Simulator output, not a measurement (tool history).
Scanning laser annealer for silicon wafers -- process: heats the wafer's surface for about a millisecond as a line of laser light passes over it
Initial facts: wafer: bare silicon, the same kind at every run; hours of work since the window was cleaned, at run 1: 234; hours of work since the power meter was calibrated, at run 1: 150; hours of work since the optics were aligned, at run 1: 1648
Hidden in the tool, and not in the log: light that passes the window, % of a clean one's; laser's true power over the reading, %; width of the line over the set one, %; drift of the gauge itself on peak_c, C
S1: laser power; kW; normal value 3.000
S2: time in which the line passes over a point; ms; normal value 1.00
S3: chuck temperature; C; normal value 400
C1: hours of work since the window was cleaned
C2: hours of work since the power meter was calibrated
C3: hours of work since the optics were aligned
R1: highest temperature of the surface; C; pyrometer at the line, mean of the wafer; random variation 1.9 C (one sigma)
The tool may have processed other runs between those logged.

run   hour     S1    S2   S3   C1   C2    C3    R1
  1    0.0  3.000  1.00  400  234  150  1648  1137
  2   16.6  3.000  0.81  400  242  158  1656  1071
  3   27.2  3.081  1.00  400  247  163  1661  1162
  4   39.1  3.081  1.00  400  253  169  1666  1160
  5   48.6  3.000  1.00  367  258  174  1671  1106
  6   58.4  3.000  1.00  367  262  178  1676  1105
  7   71.8  3.000  1.00  367  269  185  1682  1104
  8   83.2  3.000  1.00  400  274  190  1688  1134
  9   92.7  3.000  1.00  400  279  195  1692  1131
 10  103.1  3.000  1.00  400  284  200  1697  1134
 11  117.5  2.749  0.98  391  291  207  1704  1043
     125.7  -- optics aligned, line set to its width
 12  134.8  3.000  1.00  410  297  213     4  1126
 13  145.9  3.000  1.00  410  302  218    10  1127
 14  160.1  3.000  1.00  410  309  225    17  1124
 15  178.6  2.762  1.00  400  318  234    26  1047
 16  188.2  3.207  1.11  374  323  239    30  1186
 17  201.9  2.824  0.82  379  329  245    37   988
     211.6  -- optics aligned, line set to its width, once more
 18  217.2  3.000  0.98  400  334  250     3  1142
 19  228.4  3.000  1.00  385  340  256     8  1134

What if the next run were any one of these 4? Each begins from the tool's condition after run 19:
  A  243.7  3.197  1.20  419  347  263  15   ?
  B  243.7  3.000  1.14  385  347  263  15   ?
  C  243.7  2.633  0.71  372  347  263  15   ?
  D  243.7  3.254  1.05  416  347  263  15   ?

run    R1
  A  1293
  B  1175
  C   920
  D  1258
Stripped of hidden state, with their random variation kept, the same runs would have yielded:
run    R1
  A  1334
  B  1212
  C   945
  D  1297
